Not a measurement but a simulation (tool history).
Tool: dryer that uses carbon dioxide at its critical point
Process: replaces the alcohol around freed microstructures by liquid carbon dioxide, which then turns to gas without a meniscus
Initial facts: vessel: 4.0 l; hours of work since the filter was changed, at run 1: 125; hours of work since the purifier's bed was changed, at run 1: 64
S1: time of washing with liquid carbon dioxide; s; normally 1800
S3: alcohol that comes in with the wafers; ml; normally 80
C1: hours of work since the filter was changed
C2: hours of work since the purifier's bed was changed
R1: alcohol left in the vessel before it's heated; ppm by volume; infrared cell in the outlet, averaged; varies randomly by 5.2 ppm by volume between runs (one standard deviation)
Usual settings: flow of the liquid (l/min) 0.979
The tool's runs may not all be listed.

Run 1, hour 0: usual settings; C1 125; C2 64. Result: R1 140 ppm by volume.
Run 2, hour 9.2: usual settings but flow of the liquid (l/min) 1.341; C1 131; C2 70. Result: R1 33 ppm by volume.
Run 3, hour 19.2: usual settings; C1 138; C2 77. Result: R1 151 ppm by volume.
Run 4, hour 24.3: usual settings; C1 141; C2 81. Result: R1 146 ppm by volume.
Run 5, hour 34.1: usual settings; C1 148; C2 87. Result: R1 148 ppm by volume.
Run 6, hour 44.6: usual settings; C1 155; C2 94. Result: R1 148 ppm by volume.
Run 7, hour 50: usual settings but S3 119 ml; C1 158; C2 98. Result: R1 231 ppm by volume.
Run 8, hour 55.5: usual settings but S3 119 ml; C1 162; C2 101. Result: R1 229 ppm by volume.
Run 9, hour 63.4: usual settings but S3 119 ml; C1 167; C2 107. Result: R1 224 ppm by volume.
Run 10, hour 71.4: usual settings but S3 119 ml; C1 173; C2 112. Result: R1 245 ppm by volume.
Run 11, hour 78.2: usual settings; C1 177; C2 117. Result: R1 163 ppm by volume.
Run 12, hour 85.7: usual settings but S1 1320 s, flow of the liquid (l/min) 0.834, S3 22 ml; C1 182; C2 122. Result: R1 261 ppm by volume.
Run 13, hour 96: usual settings but S1 1620 s, flow of the liquid (l/min) 0.869, S3 65 ml; C1 189; C2 129. Result: R1 347 ppm by volume.
Run 14, hour 101.5: usual settings but S1 1680 s, S3 26 ml; C1 193; C2 132. Result: R1 87 ppm by volume.
Run 15, hour 108.5: usual settings but S1 1680 s, S3 26 ml; C1 198; C2 137. Result: R1 86 ppm by volume.
Run 16, hour 117.5: usual settings but S1 1560 s, S3 76 ml; C1 204; C2 143. Result: R1 291 ppm by volume.
Run 17, hour 123.6: usual settings but S1 1680 s, flow of the liquid (l/min) 1.664, S3 119 ml; C1 208; C2 147. Result: R1 27 ppm by volume.

Estimate the outcome of run 18 from the log above:
Run 18, hour 128.3: usual settings but S1 2280 s, flow of the liquid (l/min) 0.623, S3 107 ml; C1 211; C2 150. Result: R1 ?.

R1: 518 ppm by volume
Had the tool carried no hidden state, the very same run would have given R1 346 ppm by volume.

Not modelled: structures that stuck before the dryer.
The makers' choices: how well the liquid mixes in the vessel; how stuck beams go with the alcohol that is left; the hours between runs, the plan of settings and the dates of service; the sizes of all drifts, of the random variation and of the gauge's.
